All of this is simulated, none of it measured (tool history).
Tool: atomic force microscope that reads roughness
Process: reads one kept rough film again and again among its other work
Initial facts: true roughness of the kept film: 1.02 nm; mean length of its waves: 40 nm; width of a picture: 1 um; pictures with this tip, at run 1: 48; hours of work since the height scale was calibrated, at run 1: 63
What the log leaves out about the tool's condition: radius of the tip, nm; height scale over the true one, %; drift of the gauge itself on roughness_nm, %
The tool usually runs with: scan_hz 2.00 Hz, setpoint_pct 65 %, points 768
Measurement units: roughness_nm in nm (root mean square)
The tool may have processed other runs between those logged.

run,day,scan_hz,setpoint_pct,points,pictures with this tip,hours of work since the height scale was calibrated,roughness_nm
1,0.000,2.00,65,768,48,63,0.947
2,0.629,2.00,65,768,63,70,0.938
3,1.404,2.00,65,768,82,80,0.934
4,2.254,2.00,65,413,103,90,0.935
# day 2.971: new tip fitted
5,3.021,2.00,65,272,1,99,0.949
6,3.467,2.00,65,272,12,104,0.944
7,3.846,2.00,65,272,21,108,0.943
8,4.642,1.45,65,768,41,118,0.962
9,5.275,2.00,65,666,56,126,0.944
10,5.675,2.00,65,768,66,130,0.941
11,6.400,2.00,65,768,83,139,0.939
12,7.096,2.00,65,768,100,147,0.934
13,7.533,2.00,65,768,111,152,0.935
# day 7.917: new tip fitted
14,8.400,2.00,65,768,12,162,0.956
15,9.225,2.00,60,768,32,172,0.961
16,10.025,2.00,60,296,51,182,0.950
17,10.883,2.00,72,768,72,192,0.919
18,11.279,2.00,72,768,82,197,0.919
# day 11.379: height scale calibrated on a step standard
19,11.992,2.00,88,768,98,7,0.844
20,12.683,2.00,88,768,115,15,0.843
# day 12.892: new tip fitted
21,13.442,3.33,65,768,13,24,0.924
22,14.146,3.33,65,768,30,33,0.920
23,14.821,2.00,65,719,47,41,0.947
24,15.525,2.00,65,768,64,49,0.946
25,16.171,0.82,65,748,80,57,0.968
# day 16.612: height scale calibrated on a step standard, once more
26,16.679,0.82,65,748,91,1,0.959
27,17.312,3.57,69,748,107,8,0.879
# day 17.883: new tip fitted
28,18.146,3.57,69,748,7,18,0.903
29,18.842,3.57,69,748,24,26,0.891
30,19.496,0.91,90,768,40,34,0.915
31,20.271,0.91,90,768,58,43,0.909
32,21.000,0.91,90,768,76,52,0.907
33,21.596,3.07,73,664,91,59,0.870
34,22.479,0.91,59,859,112,70,0.965
# day 22.812: new tip fitted
35,22.858,0.91,87,392,1,74,0.927
36,23.567,1.79,83,621,18,82,0.890
37,24.333,0.56,60,768,37,91,0.986
38,24.762,2.00,65,343,48,96,0.940
39,25.604,0.87,65,691,68,106,0.967
40,26.308,0.87,65,691,85,115,0.966
41,27.029,0.81,57,727,103,123,0.967
42,27.679,0.81,68,780,119,131,0.953
# day 27.754: new tip fitted
43,28.104,0.81,68,780,9,136,0.972
44,28.617,2.00,61,265,21,142,0.956
45,29.029,2.00,61,265,31,147,0.949
46,29.558,3.53,62,587,44,153,0.925
47,30.396,0.61,65,694,65,163,0.972
48,31.012,0.91,67,844,80,171,0.960

Forecast each of these 3 alternatives for the next run:
A,31.658,0.59,65,768,95,178,?
B,31.658,0.68,63,833,95,178,?
C,31.658,1.25,69,768,95,178,?

run,roughness_nm
A,0.966
B,0.968
C,0.945
With no hidden state in the tool, these same runs would have given:
run,roughness_nm
A,0.984
B,0.987
C,0.963
